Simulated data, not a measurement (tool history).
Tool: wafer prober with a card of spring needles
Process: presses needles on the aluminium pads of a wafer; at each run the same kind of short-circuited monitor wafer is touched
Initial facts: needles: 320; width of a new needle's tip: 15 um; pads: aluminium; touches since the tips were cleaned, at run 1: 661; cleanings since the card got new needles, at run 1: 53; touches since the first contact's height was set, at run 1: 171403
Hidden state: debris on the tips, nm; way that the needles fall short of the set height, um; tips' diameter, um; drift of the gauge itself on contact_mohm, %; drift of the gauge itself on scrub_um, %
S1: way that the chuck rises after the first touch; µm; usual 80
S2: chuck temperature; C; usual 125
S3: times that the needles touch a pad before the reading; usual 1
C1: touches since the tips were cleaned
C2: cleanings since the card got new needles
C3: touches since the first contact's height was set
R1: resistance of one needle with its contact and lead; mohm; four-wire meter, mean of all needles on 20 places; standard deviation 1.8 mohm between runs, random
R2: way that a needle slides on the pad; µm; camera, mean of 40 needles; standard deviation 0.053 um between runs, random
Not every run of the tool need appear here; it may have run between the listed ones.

| run | hour | S1 | S2 | S3 | C1 | C2 | C3 | R1 | R2 |
|---|---|---|---|---|---|---|---|---|---|
| 1 | 0.0 | 80 | 125 | 1 | 661 | 53 | 171403 | 208 | 14.88 |
|  | 12.5 | tips cleaned on abrasive film |
| 2 | 12.5 | 71 | 125 | 1 | 0 | 54 | 176970 | 267 | 13.00 |
|  | 28.2 | tips cleaned on abrasive film |
| 3 | 34.5 | 80 | 125 | 1 | 2844 | 55 | 186828 | 228 | 14.68 |
|  | 42.2 | tips cleaned on abrasive film |
|  | 52.3 | height of the first contact set anew |
|  | 56.6 | tips cleaned on abrasive film |
| 4 | 59.4 | 80 | 125 | 1 | 1260 | 57 | 3171 | 215 | 15.28 |
|  | 70.8 | tips cleaned on abrasive film |
| 5 | 74.5 | 80 | 125 | 2 | 1656 | 58 | 9912 | 209 | 15.25 |
|  | 85.4 | tips cleaned on abrasive film |
| 6 | 95.8 | 80 | 125 | 2 | 4668 | 59 | 19436 | 213 | 15.21 |
|  | 100.3 | tips cleaned on abrasive film |
| 7 | 111.8 | 80 | 125 | 1 | 5195 | 60 | 26613 | 231 | 15.15 |
|  | 114.6 | tips cleaned on abrasive film |
|  | 130.4 | tips cleaned on abrasive film |
| 8 | 136.6 | 80 | 125 | 1 | 2813 | 62 | 37678 | 227 | 15.16 |
|  | 145.0 | tips cleaned on abrasive film |
| 9 | 147.7 | 80 | 125 | 1 | 1240 | 63 | 42637 | 214 | 15.14 |
|  | 151.1 | tips cleaned on abrasive film, once more |
|  | 165.4 | tips cleaned on abrasive film |
| 10 | 169.8 | 80 | 125 | 1 | 1974 | 65 | 52469 | 223 | 15.24 |
|  | 179.6 | tips cleaned on abrasive film |
|  | 195.0 | tips cleaned on abrasive film |
| 11 | 195.7 | 80 | 92 | 1 | 308 | 67 | 64032 | 188 | 15.11 |
| 12 | 206.6 | 80 | 92 | 1 | 5198 | 67 | 68922 | 226 | 15.11 |
|  | 210.3 | tips cleaned on abrasive film |
|  | 224.9 | tips cleaned on abrasive film |
| 13 | 230.1 | 80 | 92 | 1 | 2361 | 69 | 79439 | 217 | 15.05 |
|  | 239.7 | tips cleaned on abrasive film |
| 14 | 247.0 | 80 | 92 | 1 | 3270 | 70 | 86973 | 220 | 15.06 |
|  | 254.9 | tips cleaned on abrasive film |
| 15 | 260.0 | 80 | 35 | 1 | 2260 | 71 | 92765 | 208 | 15.02 |
|  | 269.2 | tips cleaned on abrasive film |
|  | 283.2 | tips cleaned on abrasive film |
| 16 | 284.7 | 80 | 125 | 1 | 661 | 73 | 103802 | 209 | 15.03 |
|  | 297.2 | tips cleaned on abrasive film |
| 17 | 299.7 | 80 | 59 | 2 | 1140 | 74 | 110510 | 194 | 15.13 |
|  | 311.2 | tips cleaned on abrasive film |
| 18 | 318.8 | 80 | 78 | 1 | 3411 | 75 | 119056 | 222 | 15.01 |
|  | 325.6 | tips cleaned on abrasive film |
| 19 | 331.4 | 63 | 29 | 1 | 2599 | 76 | 124678 | 237 | 11.76 |
|  | 340.4 | tips cleaned on abrasive film |
|  | 354.2 | tips cleaned on abrasive film |
| 20 | 355.6 | 65 | 125 | 1 | 602 | 78 | 135478 | 210 | 12.13 |
| 21 | 366.8 | 94 | 31 | 1 | 5666 | 78 | 140542 | 210 | 17.65 |
|  | 368.9 | tips cleaned on abrasive film |
| 22 | 380.8 | 67 | 66 | 2 | 5364 | 79 | 146772 | 217 | 12.44 |
|  | 383.8 | tips cleaned on abrasive film |
| 23 | 395.9 | 69 | 64 | 2 | 5441 | 80 | 153510 | 217 | 12.85 |
|  | 399.7 | tips cleaned on abrasive film |
|  | 413.9 | tips cleaned on abrasive film |
| 24 | 421.1 | 80 | 59 | 1 | 3221 | 82 | 164764 | 225 | 14.90 |
|  | 428.6 | tips cleaned on abrasive film |
| 25 | 442.0 | 86 | 57 | 1 | 6023 | 83 | 174133 | 218 | 15.99 |
|  | 443.5 | tips cleaned on abrasive film |
|  | 457.6 | tips cleaned on abrasive film |
| 26 | 461.6 | 72 | 34 | 1 | 1803 | 85 | 182887 | 219 | 13.31 |
|  | 472.3 | tips cleaned on abrasive film |
| 27 | 473.2 | 80 | 73 | 1 | 404 | 86 | 188041 | 196 | 14.84 |
|  | 487.3 | tips cleaned on abrasive film |
|  | 487.6 | height of the first contact set anew |
| 28 | 493.6 | 91 | 125 | 1 | 2707 | 87 | 2707 | 222 | 17.33 |
|  | 502.1 | tips cleaned on abrasive film |
|  | 516.8 | tips cleaned on abrasive film |
| 29 | 516.8 | 77 | 125 | 1 | 0 | 89 | 13051 | 189 | 14.71 |
|  | 531.0 | tips cleaned on abrasive film |
| 30 | 531.8 | 72 | 68 | 1 | 364 | 90 | 19790 | 190 | 13.69 |
|  | 546.0 | tips cleaned on abrasive film |
| 31 | 549.9 | 72 | 68 | 1 | 1751 | 91 | 27879 | 219 | 13.70 |
|  | 560.7 | tips cleaned on abrasive film |
| 32 | 567.1 | 68 | 26 | 1 | 2883 | 92 | 35551 | 224 | 12.90 |

Had the tool no unlogged condition, and each run kept its random variation, what would the results have been?
| run | R1 | R2 |
|---|---|---|
| 1 | 187 | 15.24 |
| 2 | 190 | 13.57 |
| 3 | 187 | 15.26 |
| 4 | 188 | 15.29 |
| 5 | 190 | 15.27 |
| 6 | 188 | 15.25 |
| 7 | 187 | 15.20 |
| 8 | 187 | 15.23 |
| 9 | 189 | 15.24 |
| 10 | 188 | 15.36 |
| 11 | 177 | 15.25 |
| 12 | 182 | 15.25 |
| 13 | 179 | 15.23 |
| 14 | 181 | 15.26 |
| 15 | 169 | 15.23 |
| 16 | 189 | 15.27 |
| 17 | 176 | 15.38 |
| 18 | 179 | 15.27 |
| 19 | 168 | 12.04 |
| 20 | 188 | 12.44 |
| 21 | 170 | 17.96 |
| 22 | 176 | 12.77 |
| 23 | 177 | 13.18 |
| 24 | 177 | 15.27 |
| 25 | 173 | 16.37 |
| 26 | 169 | 13.72 |
| 27 | 182 | 15.26 |
| 28 | 187 | 17.33 |
| 29 | 184 | 14.74 |
| 30 | 174 | 13.72 |
| 31 | 179 | 13.75 |
| 32 | 166 | 12.97 |
